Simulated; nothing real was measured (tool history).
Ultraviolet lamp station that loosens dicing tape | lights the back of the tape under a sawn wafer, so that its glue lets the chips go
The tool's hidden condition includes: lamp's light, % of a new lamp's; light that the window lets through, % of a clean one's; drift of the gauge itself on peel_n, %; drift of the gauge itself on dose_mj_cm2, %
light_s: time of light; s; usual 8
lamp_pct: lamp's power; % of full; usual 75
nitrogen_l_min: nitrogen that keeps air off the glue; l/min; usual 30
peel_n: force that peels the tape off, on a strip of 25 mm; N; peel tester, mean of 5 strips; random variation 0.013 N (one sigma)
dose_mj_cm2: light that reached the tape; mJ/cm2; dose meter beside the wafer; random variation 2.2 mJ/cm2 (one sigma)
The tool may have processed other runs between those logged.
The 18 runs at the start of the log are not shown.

| run | day | light_s | lamp_pct | nitrogen_l_min | hours of work of the lamp | hours of work since the window was cleaned | peel_n | dose_mj_cm2 |
|---|---|---|---|---|---|---|---|---|
| 19 | 9.862 | 8 | 75 | 48 | 398 | 167 | 0.372 | 192 |
| 20 | 10.533 | 8 | 75 | 48 | 405 | 174 | 0.389 | 186 |
| 21 | 11.058 | 8 | 75 | 30 | 410 | 179 | 0.594 | 194 |
| 22 | 11.404 | 15 | 75 | 30 | 414 | 183 | 0.166 | 361 |
| 23 | 12.025 | 6 | 62 | 30 | 420 | 189 | 1.711 | 118 |
| 24 | 12.479 | 13 | 78 | 59 | 425 | 193 | 0.139 | 324 |
| 25 | 13.062 | 8 | 63 | 56 | 431 | 199 | 0.525 | 161 |
| 26 | 13.617 | 7 | 75 | 30 | 436 | 205 | 0.821 | 164 |
| 27 | 14.246 | 8 | 61 | 20 | 443 | 211 | 1.365 | 156 |
| 28 | 14.804 | 5 | 61 | 43 | 448 | 217 | 1.879 | 98 |
| 29 | 15.254 | 5 | 61 | 43 | 453 | 222 | 1.915 | 100 |
| 30 | 15.867 | 7 | 62 | 18 | 459 | 228 | 1.814 | 137 |
| 31 | 16.283 | 5 | 79 | 14 | 463 | 232 | 2.684 | 126 |
| 32 | 16.654 | 8 | 72 | 9 | 467 | 236 | 2.008 | 184 |
| 33 | 17.192 | 10 | 70 | 55 | 472 | 241 | 0.245 | 226 |
| 34 | 17.712 | 10 | 70 | 55 | 478 | 247 | 0.226 | 223 |
|  | 17.792 | window cleaned of glue's vapour |
| 35 | 18.396 | 8 | 83 | 16 | 484 | 6 | 0.897 | 208 |
| 36 | 18.967 | 8 | 77 | 38 | 490 | 12 | 0.421 | 198 |
| 37 | 19.3 | 11 | 87 | 14 | 494 | 15 | 0.409 | 308 |
| 38 | 19.692 | 11 | 87 | 14 | 498 | 19 | 0.397 | 300 |
| 39 | 20.012 | 11 | 87 | 14 | 501 | 23 | 0.416 | 301 |
| 40 | 20.338 | 8 | 87 | 14 | 504 | 26 | 0.932 | 225 |
| 41 | 21.029 | 5 | 78 | 14 | 511 | 33 | 2.57 | 123 |
| 42 | 21.725 | 5 | 78 | 14 | 518 | 40 | 2.626 | 125 |
| 43 | 22.392 | 5 | 78 | 14 | 525 | 47 | 2.687 | 129 |

What if the next run were any one of these 3? Each begins from the tool's condition after run 43:
| A | 22.808 | 5 | 85 | 27 | 529 | 51 | ? | ? |
| B | 22.808 | 12 | 65 | 31 | 529 | 51 | ? | ? |
| C | 22.808 | 8 | 64 | 56 | 529 | 51 | ? | ? |

| run | peel_n | dose_mj_cm2 |
|---|---|---|
| A | 1.415 | 136 |
| B | 0.314 | 252 |
| C | 0.517 | 168 |
Had the tool no hidden state, the same runs would have come out as:
| run | peel_n | dose_mj_cm2 |
|---|---|---|
| A | 1.411 | 136 |
| B | 0.312 | 252 |
| C | 0.515 | 168 |
